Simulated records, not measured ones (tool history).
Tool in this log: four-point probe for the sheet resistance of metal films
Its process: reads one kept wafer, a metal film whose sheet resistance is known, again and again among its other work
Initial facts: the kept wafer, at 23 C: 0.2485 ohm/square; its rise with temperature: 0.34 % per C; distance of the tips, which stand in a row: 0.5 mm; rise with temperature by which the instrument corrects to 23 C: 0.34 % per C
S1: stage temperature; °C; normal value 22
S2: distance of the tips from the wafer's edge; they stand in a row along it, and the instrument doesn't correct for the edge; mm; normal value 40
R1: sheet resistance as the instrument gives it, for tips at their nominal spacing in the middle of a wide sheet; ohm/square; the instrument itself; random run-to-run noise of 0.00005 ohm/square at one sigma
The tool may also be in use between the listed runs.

| run | hour | S1 | S2 | R1 |
|---|---|---|---|---|
| 1 | 0.0 | 22 | 40 | 0.248493 |
| 2 | 30.7 | 22 | 40 | 0.248530 |
| 3 | 77.7 | 22 | 40 | 0.248467 |
| 4 | 104.6 | 22 | 26 | 0.248535 |
| 5 | 165.0 | 22 | 32 | 0.248544 |
| 6 | 211.5 | 22 | 32 | 0.248423 |
| 7 | 250.7 | 22 | 32 | 0.248573 |
| 8 | 282.6 | 25 | 40 | 0.248565 |
| 9 | 311.3 | 25 | 40 | 0.248562 |
| 10 | 338.8 | 25 | 40 | 0.248563 |
| 11 | 386.2 | 22 | 40 | 0.248511 |
| 12 | 434.4 | 22 | 40 | 0.248614 |
| 13 | 486.8 | 22 | 40 | 0.248502 |
| 14 | 535.3 | 22 | 40 | 0.248554 |
| 15 | 563.5 | 22 | 40 | 0.248494 |
| 16 | 623.8 | 21 | 40 | 0.248440 |
| 17 | 651.7 | 21 | 16 | 0.248600 |
| 18 | 678.9 | 22 | 9 | 0.248873 |
| 19 | 717.2 | 22 | 9 | 0.248873 |
| 20 | 772.1 | 27 | 40 | 0.248487 |
| 21 | 803.9 | 22 | 40 | 0.248500 |
| 22 | 846.1 | 22 | 40 | 0.248482 |
| 23 | 873.1 | 22 | 40 | 0.248480 |
| 24 | 919.3 | 22 | 20 | 0.248590 |
| 25 | 955.6 | 22 | 20 | 0.248566 |
| 26 | 990.4 | 34 | 11 | 0.248973 |
| 27 | 1028.4 | 21 | 10 | 0.248759 |
| 28 | 1061.6 | 34 | 16 | 0.248869 |
| 29 | 1095.1 | 33 | 4 | 0.250736 |
| 30 | 1143.7 | 22 | 13 | 0.248688 |
| 31 | 1176.4 | 19 | 3 | 0.252149 |
| 32 | 1205.2 | 28 | 75 | 0.248591 |
| 33 | 1267.0 | 25 | 9 | 0.248917 |
| 34 | 1300.3 | 18 | 11 | 0.248704 |
| 35 | 1326.5 | 18 | 11 | 0.248733 |
| 36 | 1376.9 | 18 | 4 | 0.250484 |
| 37 | 1411.6 | 22 | 36 | 0.248373 |
| 38 | 1466.5 | 22 | 36 | 0.248423 |
| 39 | 1522.0 | 22 | 36 | 0.248436 |
| 40 | 1580.9 | 32 | 21 | 0.248689 |
| 41 | 1642.3 | 33 | 4 | 0.250755 |
| 42 | 1695.8 | 20 | 31 | 0.248502 |
| 43 | 1745.7 | 23 | 40 | 0.248453 |
| 44 | 1771.8 | 23 | 40 | 0.248435 |
| 45 | 1800.1 | 23 | 52 | 0.248444 |

Not shown here: 1 entry made in the log between runs. Locate each between two listed runs and compare the hidden state at the listed run before it with the hidden state at the listed run after it:
Logged between run 5 and run 6: stage's thermometer calibrated (hour 209.9)
  wafer's true temperature over the reading, C: -0.01 -> 0
